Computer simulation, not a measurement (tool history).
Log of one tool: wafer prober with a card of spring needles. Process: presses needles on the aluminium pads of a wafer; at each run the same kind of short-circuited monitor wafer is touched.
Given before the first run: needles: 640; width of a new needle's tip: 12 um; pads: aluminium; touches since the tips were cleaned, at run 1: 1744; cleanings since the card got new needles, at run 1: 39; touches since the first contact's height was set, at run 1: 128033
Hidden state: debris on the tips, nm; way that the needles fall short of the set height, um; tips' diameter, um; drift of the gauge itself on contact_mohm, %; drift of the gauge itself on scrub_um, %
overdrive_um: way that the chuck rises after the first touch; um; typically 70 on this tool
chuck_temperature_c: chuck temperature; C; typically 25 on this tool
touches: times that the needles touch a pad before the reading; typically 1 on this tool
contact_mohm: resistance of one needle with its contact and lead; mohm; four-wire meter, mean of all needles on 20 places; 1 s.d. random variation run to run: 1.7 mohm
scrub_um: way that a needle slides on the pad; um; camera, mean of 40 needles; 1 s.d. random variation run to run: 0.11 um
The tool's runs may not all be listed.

| run | day | overdrive_um | chuck_temperature_c | touches | touches since the tips were cleaned | cleanings since the card got new needles | touches since the first contact's height was set | contact_mohm | scrub_um |
|---|---|---|---|---|---|---|---|---|---|
| 1 | 0.000 | 70 | 25 | 1 | 1744 | 39 | 128033 | 213 | 15.17 |
|  | 0.112 | tips cleaned on abrasive film |
|  | 0.346 | tips cleaned on abrasive film |
| 2 | 0.400 | 70 | 25 | 1 | 725 | 41 | 133343 | 194 | 14.98 |
|  | 0.579 | tips cleaned on abrasive film |
| 3 | 0.696 | 70 | 25 | 1 | 1565 | 42 | 137279 | 209 | 15.17 |
|  | 0.779 | tips cleaned on abrasive film, once more |
| 4 | 0.912 | 70 | 34 | 1 | 1764 | 43 | 140119 | 215 | 15.12 |
|  | 1.021 | tips cleaned on abrasive film |
| 5 | 1.125 | 57 | 25 | 1 | 1371 | 44 | 142939 | 227 | 12.24 |
|  | 1.262 | tips cleaned on abrasive film |
| 6 | 1.475 | 57 | 25 | 1 | 2844 | 45 | 147617 | 260 | 12.08 |
|  | 1.508 | tips cleaned on abrasive film |
|  | 1.746 | tips cleaned on abrasive film |
| 7 | 1.762 | 57 | 25 | 1 | 191 | 47 | 151386 | 192 | 12.25 |
|  | 1.996 | tips cleaned on abrasive film |
| 8 | 2.108 | 68 | 25 | 1 | 1519 | 48 | 156037 | 211 | 14.71 |
|  | 2.238 | tips cleaned on abrasive film |
| 9 | 2.429 | 70 | 25 | 1 | 2577 | 49 | 160290 | 231 | 14.99 |
|  | 2.462 | tips cleaned on abrasive film |
|  | 2.696 | tips cleaned on abrasive film |
| 10 | 2.825 | 70 | 25 | 1 | 1768 | 51 | 165539 | 216 | 14.87 |
|  | 2.942 | tips cleaned on abrasive film |
| 11 | 3.088 | 70 | 25 | 1 | 1991 | 52 | 169049 | 222 | 15.11 |
|  | 3.183 | tips cleaned on abrasive film |
|  | 3.417 | tips cleaned on abrasive film |
| 12 | 3.433 | 70 | 25 | 1 | 237 | 54 | 173616 | 187 | 14.90 |
|  | 3.667 | tips cleaned on abrasive film |
| 13 | 3.808 | 90 | 25 | 2 | 1928 | 55 | 178624 | 186 | 19.35 |
|  | 3.896 | tips cleaned on abrasive film |
| 14 | 3.992 | 78 | 45 | 1 | 1298 | 56 | 181015 | 207 | 16.75 |
|  | 4.138 | tips cleaned on abrasive film |
| 15 | 4.262 | 58 | 74 | 3 | 1677 | 57 | 184631 | 209 | 12.19 |
|  | 4.367 | tips cleaned on abrasive film |
|  | 4.592 | tips cleaned on abrasive film |
| 16 | 4.592 | 84 | 38 | 3 | 0 | 59 | 188963 | 173 | 18.06 |
|  | 4.821 | tips cleaned on abrasive film |
| 17 | 4.929 | 84 | 38 | 3 | 1506 | 60 | 193498 | 182 | 18.09 |
|  | 5.054 | tips cleaned on abrasive film |
| 18 | 5.162 | 51 | 29 | 1 | 1431 | 61 | 196564 | 245 | 10.76 |
|  | 5.300 | tips cleaned on abrasive film |
| 19 | 5.412 | 59 | 74 | 2 | 1483 | 62 | 199879 | 217 | 12.37 |
|  | 5.546 | tips cleaned on abrasive film |
| 20 | 5.638 | 67 | 70 | 1 | 1234 | 63 | 202858 | 222 | 14.29 |
|  | 5.775 | tips cleaned on abrasive film |
| 21 | 5.983 | 67 | 70 | 1 | 2833 | 64 | 207508 | 246 | 14.28 |
|  | 6.008 | tips cleaned on abrasive film |
| 22 | 6.196 | 63 | 44 | 3 | 2535 | 65 | 210307 | 205 | 13.43 |
|  | 6.250 | tips cleaned on abrasive film |
|  | 6.483 | tips cleaned on abrasive film |
| 23 | 6.575 | 57 | 96 | 3 | 1246 | 67 | 215303 | 209 | 12.01 |

Branching from run 23: 4 alternative next runs. What would each branch give?
|  | 6.721 | tips cleaned on abrasive film |
| A | 6.825 | 62 | 34 | 3 | 1390 | 68 | 218644 | ? | ? |
|  | 6.721 | tips cleaned on abrasive film |
| B | 6.825 | 69 | 96 | 1 | 1390 | 68 | 218644 | ? | ? |
|  | 6.721 | tips cleaned on abrasive film |
| C | 6.825 | 57 | 106 | 3 | 1390 | 68 | 218644 | ? | ? |
|  | 6.721 | tips cleaned on abrasive film |
| D | 6.825 | 52 | 36 | 1 | 1390 | 68 | 218644 | ? | ? |

| run | contact_mohm | scrub_um |
|---|---|---|
| A | 192 | 13.17 |
| B | 221 | 14.52 |
| C | 210 | 11.83 |
| D | 246 | 10.85 |
Without the tool's unlogged condition, the same runs would have read:
| run | contact_mohm | scrub_um |
|---|---|---|
| A | 173 | 14.08 |
| B | 184 | 15.42 |
| C | 189 | 12.72 |
| D | 179 | 11.75 |

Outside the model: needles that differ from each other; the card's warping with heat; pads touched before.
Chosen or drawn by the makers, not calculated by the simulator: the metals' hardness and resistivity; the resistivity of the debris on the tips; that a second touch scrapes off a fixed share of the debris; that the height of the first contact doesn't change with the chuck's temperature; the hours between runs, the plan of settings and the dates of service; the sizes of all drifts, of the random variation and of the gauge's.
